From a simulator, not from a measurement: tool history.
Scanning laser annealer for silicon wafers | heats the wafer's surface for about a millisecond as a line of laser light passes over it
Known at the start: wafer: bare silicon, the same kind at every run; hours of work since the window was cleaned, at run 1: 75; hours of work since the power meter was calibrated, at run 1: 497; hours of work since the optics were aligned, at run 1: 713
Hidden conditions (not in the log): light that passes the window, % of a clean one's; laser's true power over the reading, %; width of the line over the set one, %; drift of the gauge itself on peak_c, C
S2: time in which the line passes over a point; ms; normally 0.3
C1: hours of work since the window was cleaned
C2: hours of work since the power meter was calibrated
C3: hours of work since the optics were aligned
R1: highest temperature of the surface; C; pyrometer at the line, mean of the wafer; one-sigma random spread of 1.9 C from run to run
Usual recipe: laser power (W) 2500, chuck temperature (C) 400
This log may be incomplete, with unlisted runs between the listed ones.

Run 1, hour 0: usual settings; C1 75; C2 497; C3 713. Result: R1 1137 C.
Run 2, hour 27: usual settings; C1 95; C2 517; C3 733. Result: R1 1136 C.
Run 3, hour 40: usual settings but laser power (W) 2233; C1 104; C2 527; C3 743. Result: R1 1059 C.
Run 4, hour 59.2: usual settings but laser power (W) 2233; C1 118; C2 541; C3 757. Result: R1 1059 C.
Run 5, hour 80.4: usual settings but laser power (W) 2233, chuck temperature (C) 364; C1 134; C2 556; C3 772. Result: R1 1020 C.
Run 6, hour 102: usual settings but laser power (W) 2233, chuck temperature (C) 364; C1 150; C2 572; C3 788. Result: R1 1021 C.
Run 7, hour 122: usual settings but laser power (W) 2650, chuck temperature (C) 364; C1 165; C2 587; C3 803. Result: R1 1137 C.
Run 8, hour 151.7: usual settings; C1 186; C2 609; C3 825. Result: R1 1130 C.
Run 9, hour 166.2: usual settings but laser power (W) 2609; C1 197; C2 619; C3 835. Result: R1 1161 C.
Run 10, hour 194: usual settings but S2 0.23 ms; C1 218; C2 640; C3 856. Result: R1 1050 C.
Run 11, hour 223.2: usual settings but S2 0.23 ms; C1 239; C2 661; C3 877. Result: R1 1050 C.
Run 12, hour 244.2: usual settings; C1 254; C2 677; C3 893. Result: R1 1125 C.
At hour 251.6: optics aligned, line set to its width.
Run 13, hour 279.7: usual settings; C1 277; C2 699; C3 21. Result: R1 1131 C.
Run 14, hour 297.9: usual settings; C1 290; C2 712; C3 34. Result: R1 1131 C.
Run 15, hour 327.6: usual settings; C1 312; C2 734; C3 56. Result: R1 1128 C.
Run 16, hour 350.5: usual settings but laser power (W) 2323, S2 0.303 ms, chuck temperature (C) 440; C1 329; C2 751; C3 73. Result: R1 1119 C.
Run 17, hour 367.6: usual settings but laser power (W) 2599, S2 0.363 ms; C1 342; C2 764; C3 85. Result: R1 1218 C.
Run 18, hour 384.1: usual settings but laser power (W) 2599, S2 0.363 ms; C1 354; C2 776; C3 97. Result: R1 1220 C.
Run 19, hour 397.9: usual settings but laser power (W) 2139, S2 0.236 ms, chuck temperature (C) 389; C1 364; C2 786; C3 108. Result: R1 951 C.
Run 20, hour 421.1: usual settings but laser power (W) 2425, S2 0.325 ms, chuck temperature (C) 416; C1 381; C2 803; C3 125. Result: R1 1145 C.
Run 21, hour 444.5: usual settings but laser power (W) 2425, S2 0.325 ms, chuck temperature (C) 416; C1 398; C2 820; C3 142. Result: R1 1144 C.
Run 22, hour 462: usual settings but laser power (W) 2584, S2 0.325 ms, chuck temperature (C) 387; C1 411; C2 833; C3 155. Result: R1 1158 C.
Run 23, hour 484.5: usual settings but laser power (W) 2709, S2 0.22 ms, chuck temperature (C) 419; C1 427; C2 850; C3 171. Result: R1 1106 C.
Run 24, hour 508: usual settings but laser power (W) 2273, S2 0.214 ms, chuck temperature (C) 419; C1 445; C2 867; C3 189. Result: R1 989 C.
Run 25, hour 521.6: usual settings but laser power (W) 2322, S2 0.327 ms, chuck temperature (C) 419; C1 455; C2 877; C3 199. Result: R1 1117 C.
Run 26, hour 547.4: usual settings but laser power (W) 2718, S2 0.325 ms, chuck temperature (C) 419; C1 474; C2 896; C3 218. Result: R1 1227 C.
Run 27, hour 573: usual settings but laser power (W) 2170, S2 0.22 ms, chuck temperature (C) 419; C1 493; C2 915; C3 236. Result: R1 968 C.
Run 28, hour 595.1: usual settings but laser power (W) 2170, S2 0.22 ms, chuck temperature (C) 419; C1 509; C2 931; C3 253. Result: R1 966 C.
At hour 601.1: window over the wafer cleaned.
Run 29, hour 615.4: usual settings but laser power (W) 2470, S2 0.22 ms, chuck temperature (C) 429; C1 11; C2 945; C3 266. Result: R1 1078 C.
Run 30, hour 635.9: usual settings but laser power (W) 2562, S2 0.303 ms, chuck temperature (C) 382; C1 26; C2 960; C3 281. Result: R1 1148 C.

5 ways to go on from here, each from the tool as it stands after run 30. What would each give?
Run A, hour 663.8: usual settings but laser power (W) 2644, S2 0.338 ms, chuck temperature (C) 395; C1 46; C2 980; C3 302. Result: R1 ?.
Run B, hour 663.8: usual settings but laser power (W) 2191, S2 0.303 ms, chuck temperature (C) 433; C1 46; C2 980; C3 302. Result: R1 ?.
Run C, hour 663.8: usual settings but chuck temperature (C) 427; C1 46; C2 980; C3 302. Result: R1 ?.
Run D, hour 663.8: usual settings but laser power (W) 2562, S2 0.372 ms, chuck temperature (C) 433; C1 46; C2 980; C3 302. Result: R1 ?.
Run E, hour 663.8: usual settings but laser power (W) 2548, S2 0.248 ms, chuck temperature (C) 406; C1 46; C2 980; C3 302. Result: R1 ?.

run    R1
  A  1219
  B  1089
  C  1173
  D  1269
  E  1111
Take away the tool's hidden state, keep each run's random variation, and the runs would have read:
run    R1
  A  1219
  B  1090
  C  1173
  D  1270
  E  1111
